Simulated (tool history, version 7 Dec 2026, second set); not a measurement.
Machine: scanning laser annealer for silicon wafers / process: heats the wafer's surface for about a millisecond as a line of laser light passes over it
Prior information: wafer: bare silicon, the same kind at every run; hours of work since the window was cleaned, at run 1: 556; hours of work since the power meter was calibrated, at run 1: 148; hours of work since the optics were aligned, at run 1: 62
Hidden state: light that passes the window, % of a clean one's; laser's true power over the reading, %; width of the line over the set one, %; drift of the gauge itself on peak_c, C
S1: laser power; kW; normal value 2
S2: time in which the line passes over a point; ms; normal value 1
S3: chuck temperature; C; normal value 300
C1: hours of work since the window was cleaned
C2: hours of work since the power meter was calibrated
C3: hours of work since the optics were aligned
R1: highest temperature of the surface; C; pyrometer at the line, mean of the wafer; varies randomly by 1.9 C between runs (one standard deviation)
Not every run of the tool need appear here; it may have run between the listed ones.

run   hour     S1    S2   S3   C1   C2   C3    R1
  1      0      2     1  300  556  148   62  1149
  2     15      2     1  300  564  156   70  1149
  3     29      2     1  300  571  163   77  1148
  4   37.3  1.725     1  300  575  167   81  1033
  5   49.4  1.725     1  300  581  173   87  1035
  6   58.5  1.725     1  300  586  178   92  1035
  7   70.4      2     1  300  592  184   98  1148
  8   81.6      2     1  300  598  190  104  1150
  9   91.5  2.084     1  300  603  195  109  1184
 10    102      2  0.97  290  608  200  115  1121
 11  115.9      2     1  333  616  207  122  1182
 12  122.8  2.042     1  285  619  211  125  1150
 13  132.2  2.169  0.72  300  624  216  130  1061
 14  143.4  2.169  0.72  300  630  222  136  1056
 15  155.9  1.843  0.72  309  636  228  142   958

What does the tool deliver on the next run?
 16  163.9  2.095  1.1  262  640  232  146   ?

{"run 16": {"R1": 1199}}
Without the tool's hidden state the same run would have given R1 1200 C.

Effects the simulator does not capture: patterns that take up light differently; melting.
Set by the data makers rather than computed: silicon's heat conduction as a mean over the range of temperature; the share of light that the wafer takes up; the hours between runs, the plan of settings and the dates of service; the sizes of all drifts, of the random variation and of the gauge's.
